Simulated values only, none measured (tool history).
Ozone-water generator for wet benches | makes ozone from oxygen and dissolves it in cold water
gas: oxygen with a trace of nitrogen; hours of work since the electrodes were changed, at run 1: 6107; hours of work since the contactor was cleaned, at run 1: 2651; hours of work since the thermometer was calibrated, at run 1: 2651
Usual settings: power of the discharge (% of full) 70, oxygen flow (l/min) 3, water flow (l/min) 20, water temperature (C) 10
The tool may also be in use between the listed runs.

run	hour	power of the discharge (% of full)	oxygen flow (l/min)	water flow (l/min)	water temperature (C)	hours of work since the electrodes were changed	hours of work since the contactor was cleaned	hours of work since the thermometer was calibrated	dissolved ozone (ppm)	ozone in the gas ahead of the water (g/m3)
1	0	70	3	20	10	6107	2651	2651	15.9	199
2	121.8	70	3	20	10	6222	2766	2766	15.6	201
3	205.7	70	3	20	10	6302	2846	2846	15.7	201.3
4	302.1	70	3	20	10	6393	2937	2937	15.9	199.1
5	389.2	70	3	20	10	6475	3019	3019	15.9	201.3
6	549.7	70	3	20	10	6626	3171	3171	16	200.9
7	715.9	70	3	20	10	6783	3327	3327	15.8	203.4
8	795.6	70	3	20	10	6859	3403	3403	15.9	201.9
9	882.7	70	3	20	10	6941	3485	3485	15.8	204
10	997.1	70	3	20	10	7049	3593	3593	15.8	203.5
11	1161.6	70	3	20	10	7204	3748	3748	16	205.4
12	1341.5	70	3	20	10	7374	3918	3918	15.9	204.5
# hour 1373: water thermometer calibrated
# hour 1459.1: contactor cleaned
13	1459.1	70	3	20	10	7481	0	78	15.7	205
14	1548.5	70	3	20	10	7565	84	162	16	205.9
# hour 1603.2: gauge calibrated
15	1669.9	70	3	20	10	7680	199	277	15.8	201.4
16	1803.3	70	3	20	10	7806	325	403	15.8	201.3
17	1957.5	70	3	20	10	7951	471	548	15.9	202.2
18	2132.3	76	1.82	28	10	8116	636	713	9.5	264.8
19	2226	76	1.82	15	10	8205	724	802	19.1	262.7
20	2367.7	76	1.82	15	10	8339	858	935	19.2	262.7
21	2522.1	76	1.82	15	10	8485	1004	1081	19.2	268.2
22	2619.5	76	1.82	15	10	8577	1096	1173	19.2	267.7
23	2703.1	70	3	32	10	8656	1175	1252	9.3	203.3
24	2876.4	70	2.34	21	13	8819	1338	1416	13.6	226.7
25	2993.7	70	3	20	6	8930	1449	1527	16.2	205.1
26	3107.8	49	3.61	20	12	9038	1557	1634	13.1	154
27	3212.7	70	3	20	7	9137	1656	1733	16.5	206
28	3330	57	3.38	21	15	9248	1767	1844	13.4	174.2
29	3411.4	57	3.38	21	15	9324	1843	1921	13	172.3
30	3544	60	4.54	14	10	9450	1969	2046	21.8	156.2
31	3669.8	70	4.99	27	10	9568	2088	2165	13.2	166.5
32	3788.1	70	3	17	10	9680	2199	2277	19	208.3
33	3939.4	70	3	17	10	9823	2342	2420	18.9	209.3

Hidden state at the last listed run before each entry between runs and at the first one after, where it differs:
Between runs 12 and 13: water thermometer calibrated (hour 1373); contactor cleaned (hour 1459.1)
  drift of the gauge itself on gas_g_m3, %: 2.43 -> 2.63
  measured less the result without the state, ozone in the gas ahead of the water (g/m3): +4.7 -> +5
Between runs 14 and 15: gauge calibrated (hour 1603.2)
  drift of the gauge itself on gas_g_m3, %: 2.79 -> 0.12
  measured less the result without the state, ozone in the gas ahead of the water (g/m3): +5.4 -> +0
